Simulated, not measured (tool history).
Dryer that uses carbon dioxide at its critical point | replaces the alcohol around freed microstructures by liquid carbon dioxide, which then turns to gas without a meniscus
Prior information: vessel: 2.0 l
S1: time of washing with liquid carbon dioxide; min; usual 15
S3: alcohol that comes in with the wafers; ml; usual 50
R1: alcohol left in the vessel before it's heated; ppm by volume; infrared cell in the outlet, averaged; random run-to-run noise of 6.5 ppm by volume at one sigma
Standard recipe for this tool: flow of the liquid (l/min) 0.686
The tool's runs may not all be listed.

{"run": 1, "hour": 0.0, "S1": 15, "flow of the liquid (l/min)": 0.686, "S3": 50, "R1": 439}
{"run": 2, "hour": 31.8, "S1": 15, "flow of the liquid (l/min)": 0.686, "S3": 50, "R1": 445}
{"run": 3, "hour": 95.3, "S1": 15, "flow of the liquid (l/min)": 0.686, "S3": 50, "R1": 465}
{"run": 4, "hour": 154.7, "S1": 15, "flow of the liquid (l/min)": 0.649, "S3": 50, "R1": 580}
{"run": 5, "hour": 184.0, "S1": 15, "flow of the liquid (l/min)": 0.649, "S3": 50, "R1": 596}
{"run": 6, "hour": 226.2, "S1": 15, "flow of the liquid (l/min)": 0.649, "S3": 50, "R1": 608}
{"run": 7, "hour": 289.0, "S1": 15, "flow of the liquid (l/min)": 0.649, "S3": 50, "R1": 602}
{"run": 8, "hour": 335.0, "S1": 15, "flow of the liquid (l/min)": 0.649, "S3": 50, "R1": 644}
{"run": 9, "hour": 378.5, "S1": 17, "flow of the liquid (l/min)": 0.542, "S3": 50, "R1": 780}
{"run": 10, "hour": 410.3, "S1": 17, "flow of the liquid (l/min)": 1.03, "S3": 109, "R1": 138}
{"run": 11, "hour": 448.6, "S1": 17, "flow of the liquid (l/min)": 1.03, "S3": 109, "R1": 139}
{"run": 12, "hour": 499.9, "S1": 14, "flow of the liquid (l/min)": 0.616, "S3": 50, "R1": 1056}

Consider 3 possible next runs. They are alternatives, not a sequence: every one starts from the tool as it was left by run 12. What does each give?
{"hour": 525.2, "done": "inlet filter changed"}
{"run": "A", "hour": 563.4, "S1": 20, "flow of the liquid (l/min)": 0.849, "S3": 28, "R1": "?"}
{"hour": 525.2, "done": "inlet filter changed"}
{"run": "B", "hour": 563.4, "S1": 14, "flow of the liquid (l/min)": 0.565, "S3": 50, "R1": "?"}
{"hour": 525.2, "done": "inlet filter changed"}
{"run": "C", "hour": 563.4, "S1": 16, "flow of the liquid (l/min)": 0.496, "S3": 42, "R1": "?"}

run=A R1=56
run=B R1=817
run=C R1=673
With the hidden condition removed and each run's random variation left untouched, the same runs would have given:
run=A R1=7
run=B R1=741
run=C R1=602
